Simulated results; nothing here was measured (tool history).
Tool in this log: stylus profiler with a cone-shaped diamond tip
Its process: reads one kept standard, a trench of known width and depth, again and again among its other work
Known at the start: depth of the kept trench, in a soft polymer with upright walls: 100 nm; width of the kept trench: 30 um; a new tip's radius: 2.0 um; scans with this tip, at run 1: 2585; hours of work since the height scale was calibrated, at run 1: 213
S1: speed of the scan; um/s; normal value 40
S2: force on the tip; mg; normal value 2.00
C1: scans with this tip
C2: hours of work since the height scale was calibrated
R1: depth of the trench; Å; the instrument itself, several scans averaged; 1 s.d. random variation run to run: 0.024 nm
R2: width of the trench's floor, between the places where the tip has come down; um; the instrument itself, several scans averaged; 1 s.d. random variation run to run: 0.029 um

| run | day | S1 | S2 | C1 | C2 | R1 | R2 |
|---|---|---|---|---|---|---|---|
| 1 | 0.000 | 40 | 2.00 | 2585 | 213 | 1013.1 | 28.43 |
| 2 | 1.075 | 40 | 2.00 | 2811 | 232 | 1013.2 | 28.46 |
| 3 | 1.625 | 40 | 2.00 | 2927 | 242 | 1013.4 | 28.44 |
| 4 | 2.679 | 13 | 2.00 | 3149 | 260 | 1013.5 | 28.57 |
| 5 | 3.604 | 13 | 2.00 | 3344 | 276 | 1012.9 | 28.58 |
| 6 | 4.358 | 13 | 2.00 | 3503 | 289 | 1013.4 | 28.65 |
| 7 | 5.050 | 13 | 2.00 | 3648 | 301 | 1013.5 | 28.57 |
| 8 | 6.112 | 13 | 2.00 | 3872 | 320 | 1013.6 | 28.55 |
| 9 | 7.142 | 13 | 2.00 | 4089 | 338 | 1013.6 | 28.59 |
| 10 | 8.208 | 40 | 3.53 | 4314 | 356 | 1019.0 | 28.48 |
|  | 8.338 | height scale calibrated on a step standard |
| 11 | 9.179 | 40 | 3.53 | 4514 | 15 | 1019.7 | 28.45 |
| 12 | 10.050 | 33 | 2.00 | 4697 | 30 | 1013.8 | 28.47 |
| 13 | 11.112 | 33 | 2.00 | 4921 | 48 | 1013.9 | 28.47 |
| 14 | 12.142 | 33 | 2.00 | 5138 | 66 | 1013.6 | 28.44 |
| 15 | 13.083 | 33 | 2.00 | 5336 | 82 | 1013.3 | 28.39 |
|  | 13.179 | height scale calibrated on a step standard, once more |
| 16 | 14.154 | 33 | 2.00 | 5557 | 17 | 1012.4 | 28.41 |
| 17 | 14.638 | 40 | 0.68 | 5659 | 25 | 1006.0 | 28.19 |
| 18 | 15.342 | 40 | 0.68 | 5807 | 38 | 1006.1 | 28.23 |
| 19 | 16.275 | 110 | 3.34 | 6004 | 54 | 1017.5 | 28.08 |
| 20 | 17.454 | 110 | 3.34 | 6252 | 74 | 1017.4 | 28.09 |
| 21 | 18.200 | 110 | 3.34 | 6410 | 87 | 1017.5 | 28.03 |
| 22 | 19.050 | 93 | 5.04 | 6589 | 102 | 1023.3 | 28.23 |
| 23 | 20.025 | 93 | 4.81 | 6794 | 119 | 1022.5 | 28.25 |
| 24 | 21.129 | 93 | 4.81 | 7026 | 138 | 1022.9 | 28.17 |
| 25 | 22.125 | 108 | 1.57 | 7236 | 156 | 1010.8 | 27.79 |
| 26 | 22.908 | 140 | 1.78 | 7401 | 169 | 1011.5 | 27.61 |
| 27 | 23.838 | 55 | 4.93 | 7596 | 185 | 1023.5 | 28.34 |
| 28 | 24.608 | 25 | 5.74 | 7759 | 199 | 1025.8 | 28.50 |
| 29 | 25.638 | 41 | 3.96 | 7976 | 217 | 1020.3 | 28.39 |
| 30 | 26.271 | 48 | 1.40 | 8109 | 228 | 1010.4 | 28.20 |
| 31 | 27.258 | 100 | 0.98 | 8317 | 245 | 1008.4 | 27.68 |
| 32 | 27.983 | 15 | 2.73 | 8470 | 257 | 1015.4 | 28.48 |

Each row is a separate what-if for the run after 32, all from the same tool condition, not one after another. Results?
| A | 29.017 | 99 | 2.73 | 8688 | 275 | ? | ? |
| B | 29.017 | 30 | 0.77 | 8688 | 275 | ? | ? |
| C | 29.017 | 78 | 2.45 | 8688 | 275 | ? | ? |
| D | 29.017 | 129 | 1.50 | 8688 | 275 | ? | ? |
| E | 29.017 | 155 | 0.70 | 8688 | 275 | ? | ? |

| run | R1 | R2 |
|---|---|---|
| A | 1015.7 | 28.02 |
| B | 1007.1 | 28.25 |
| C | 1014.4 | 28.10 |
| D | 1010.7 | 27.64 |
| E | 1006.2 | 26.89 |
Without the tool's unlogged condition, the same runs would have read:
| run | R1 | R2 |
|---|---|---|
| A | 1015.4 | 28.22 |
| B | 1006.7 | 28.45 |
| C | 1014.1 | 28.30 |
| D | 1010.3 | 27.84 |
| E | 1005.9 | 27.09 |
